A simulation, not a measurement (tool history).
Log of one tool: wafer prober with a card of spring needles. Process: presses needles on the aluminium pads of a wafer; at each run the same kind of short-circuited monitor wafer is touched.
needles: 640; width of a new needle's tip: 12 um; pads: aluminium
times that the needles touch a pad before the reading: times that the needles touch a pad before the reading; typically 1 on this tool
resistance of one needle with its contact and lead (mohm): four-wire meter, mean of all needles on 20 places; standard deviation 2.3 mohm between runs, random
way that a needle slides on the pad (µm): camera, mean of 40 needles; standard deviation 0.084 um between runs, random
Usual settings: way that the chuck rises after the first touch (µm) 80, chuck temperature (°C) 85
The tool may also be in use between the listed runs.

run,day,way that the chuck rises after the first touch (µm),chuck temperature (°C),times that the needles touch a pad before the reading,resistance of one needle with its contact and lead (mohm),way that a needle slides on the pad (µm)
1,0.000,80,85,1,283,10.75
# day 0.079: tips cleaned on abrasive film
# day 0.379: tips cleaned on abrasive film
# day 0.679: tips cleaned on abrasive film
# day 1.054: tips cleaned on abrasive film
# day 1.433: tips cleaned on abrasive film
# day 1.733: tips cleaned on abrasive film
# day 2.108: tips cleaned on abrasive film
# day 2.483: tips cleaned on abrasive film
# day 2.858: tips cleaned on abrasive film
# day 3.096: height of the first contact set anew
# day 3.171: tips cleaned on abrasive film
# day 3.546: tips cleaned on abrasive film
2,3.575,80,85,1,262,11.26
# day 3.875: tips cleaned on abrasive film
# day 4.179: tips cleaned on abrasive film
# day 4.479: tips cleaned on abrasive film
# day 4.779: tips cleaned on abrasive film
# day 5.079: tips cleaned on abrasive film
# day 5.383: tips cleaned on abrasive film
# day 5.683: tips cleaned on abrasive film
3,5.821,80,85,2,273,11.16
# day 6.046: tips cleaned on abrasive film
# day 6.350: tips cleaned on abrasive film
# day 6.650: tips cleaned on abrasive film
# day 7.025: tips cleaned on abrasive film
# day 7.325: tips cleaned on abrasive film
# day 7.629: tips cleaned on abrasive film
# day 7.929: tips cleaned on abrasive film
# day 8.229: tips cleaned on abrasive film
# day 8.604: tips cleaned on abrasive film
# day 8.908: tips cleaned on abrasive film
# day 9.208: tips cleaned on abrasive film
# day 9.579: tips cleaned on abrasive film
4,9.579,80,96,1,270,11.01
# day 9.958: tips cleaned on abrasive film
# day 10.333: tips cleaned on abrasive film
# day 10.708: tips cleaned on abrasive film
# day 11.008: tips cleaned on abrasive film
# day 11.383: tips cleaned on abrasive film
5,11.483,80,96,1,279,10.85
# day 11.712: tips cleaned on abrasive film
# day 12.012: tips cleaned on abrasive film
# day 12.317: tips cleaned on abrasive film
# day 12.692: tips cleaned on abrasive film
# day 13.067: tips cleaned on abrasive film
# day 13.442: tips cleaned on abrasive film
# day 13.817: tips cleaned on abrasive film
# day 14.117: tips cleaned on abrasive film
# day 14.492: tips cleaned on abrasive film
# day 14.867: tips cleaned on abrasive film
# day 15.171: tips cleaned on abrasive film
6,15.392,73,85,1,291,9.83
# day 15.546: tips cleaned on abrasive film
# day 15.846: tips cleaned on abrasive film
# day 16.146: tips cleaned on abrasive film
# day 16.446: tips cleaned on abrasive film
# day 16.750: tips cleaned on abrasive film
# day 17.050: tips cleaned on abrasive film
# day 17.350: tips cleaned on abrasive film
# day 17.654: tips cleaned on abrasive film
# day 17.954: tips cleaned on abrasive film
# day 18.254: tips cleaned on abrasive film
7,18.512,80,85,1,291,10.73
# day 18.592: tips cleaned on abrasive film
# day 18.892: tips cleaned on abrasive film
# day 19.192: tips cleaned on abrasive film
# day 19.496: tips cleaned on abrasive film
# day 19.871: tips cleaned on abrasive film
# day 20.171: tips cleaned on abrasive film
# day 20.471: tips cleaned on abrasive film
# day 20.775: tips cleaned on abrasive film
8,20.875,80,40,1,267,10.73
# day 21.104: tips cleaned on abrasive film
# day 21.404: tips cleaned on abrasive film
# day 21.492: height of the first contact set anew
# day 21.717: tips cleaned on abrasive film
# day 22.021: tips cleaned on abrasive film
# day 22.321: tips cleaned on abrasive film
# day 22.621: tips cleaned on abrasive film
# day 22.921: tips cleaned on abrasive film
# day 23.225: tips cleaned on abrasive film
# day 23.525: tips cleaned on abrasive film
# day 23.825: tips cleaned on abrasive film
# day 24.325: card fitted with new needles
# day 24.625: tips cleaned on abrasive film
# day 24.929: tips cleaned on abrasive film
# day 25.229: tips cleaned on abrasive film
9,25.488,72,81,1,273,10.22
# day 25.567: tips cleaned on abrasive film
# day 25.942: tips cleaned on abrasive film
# day 26.317: tips cleaned on abrasive film
# day 26.617: tips cleaned on abrasive film
# day 26.921: tips cleaned on abrasive film
# day 27.296: tips cleaned on abrasive film
# day 27.671: tips cleaned on abrasive film
# day 27.971: tips cleaned on abrasive film
# day 28.271: tips cleaned on abrasive film
# day 28.575: tips cleaned on abrasive film
# day 28.875: tips cleaned on abrasive film
# day 29.175: tips cleaned on abrasive film
# day 29.479: tips cleaned on abrasive film
10,29.617,71,36,1,258,9.75
# day 29.842: tips cleaned on abrasive film
# day 30.217: tips cleaned on abrasive film
# day 30.592: tips cleaned on abrasive film
# day 30.967: tips cleaned on abrasive film
# day 31.271: tips cleaned on abrasive film
# day 31.571: tips cleaned on abrasive film
# day 31.871: tips cleaned on abrasive film
# day 32.171: tips cleaned on abrasive film
# day 32.475: tips cleaned on abrasive film
# day 32.775: tips cleaned on abrasive film
# day 33.150: tips cleaned on abrasive film
11,33.400,80,98,2,270,11.04
# day 33.479: tips cleaned on abrasive film
# day 33.854: tips cleaned on abrasive film
# day 34.154: tips cleaned on abrasive film
# day 34.454: tips cleaned on abrasive film
# day 34.758: tips cleaned on abrasive film
# day 35.133: tips cleaned on abrasive film
# day 35.433: tips cleaned on abrasive film
12,35.658,70,47,1,271,9.52
# day 35.738: tips cleaned on abrasive film
# day 36.038: tips cleaned on abrasive film
# day 36.412: tips cleaned on abrasive film
# day 36.792: tips cleaned on abrasive film
# day 37.167: tips cleaned on abrasive film
# day 37.542: tips cleaned on abrasive film
# day 37.842: tips cleaned on abrasive film
# day 38.142: tips cleaned on abrasive film
# day 38.517: tips cleaned on abrasive film
# day 38.892: tips cleaned on abrasive film
13,39.054,80,71,1,264,10.86
# day 39.204: tips cleaned on abrasive film
# day 39.508: tips cleaned on abrasive film
# day 39.808: tips cleaned on abrasive film
# day 40.183: tips cleaned on abrasive film
# day 40.483: tips cleaned on abrasive film
# day 40.788: tips cleaned on abrasive film
14,40.967,80,71,1,268,10.84
# day 41.121: tips cleaned on abrasive film
# day 41.421: tips cleaned on abrasive film
# day 41.721: tips cleaned on abrasive film
# day 42.025: tips cleaned on abrasive film
# day 42.400: tips cleaned on abrasive film
# day 42.700: tips cleaned on abrasive film
# day 42.712: height of the first contact set anew
# day 43.012: tips cleaned on abrasive film
# day 43.317: tips cleaned on abrasive film
# day 43.617: tips cleaned on abrasive film
15,43.671,61,60,1,265,8.54

A few steps of resistance of one needle with its contact and lead (mohm) between consecutive runs. Split each: what settings, incoming material and random variation would produce without the hidden state, and what is left over for the hidden state, along with gauge scatter present in only one of the two compared results (measured, and without hidden state):
The hidden state here: debris on the tips, nm; way that the needles fall short of the set height, um; tips' diameter, um; drift of the gauge itself on contact_mohm, %; drift of the gauge itself on scrub_um, %.
Run 1 -> 2: tips cleaned on abrasive film, tips cleaned on abrasive film, tips cleaned on abrasive film, tips cleaned on abrasive film, tips cleaned on abrasive film, tips cleaned on abrasive film, tips cleaned on abrasive film, tips cleaned on abrasive film, tips cleaned on abrasive film, height of the first contact set anew, tips cleaned on abrasive film, tips cleaned on abrasive film. resistance of one needle with its contact and lead (mohm) -21: hidden state -17, all else -4.
Run 7 -> 8: chuck temperature (°C) 85 -> 40, tips cleaned on abrasive film, tips cleaned on abrasive film, tips cleaned on abrasive film, tips cleaned on abrasive film, tips cleaned on abrasive film, tips cleaned on abrasive film, tips cleaned on abrasive film, tips cleaned on abrasive film. resistance of one needle with its contact and lead (mohm) -24: hidden state -9, all else -15.

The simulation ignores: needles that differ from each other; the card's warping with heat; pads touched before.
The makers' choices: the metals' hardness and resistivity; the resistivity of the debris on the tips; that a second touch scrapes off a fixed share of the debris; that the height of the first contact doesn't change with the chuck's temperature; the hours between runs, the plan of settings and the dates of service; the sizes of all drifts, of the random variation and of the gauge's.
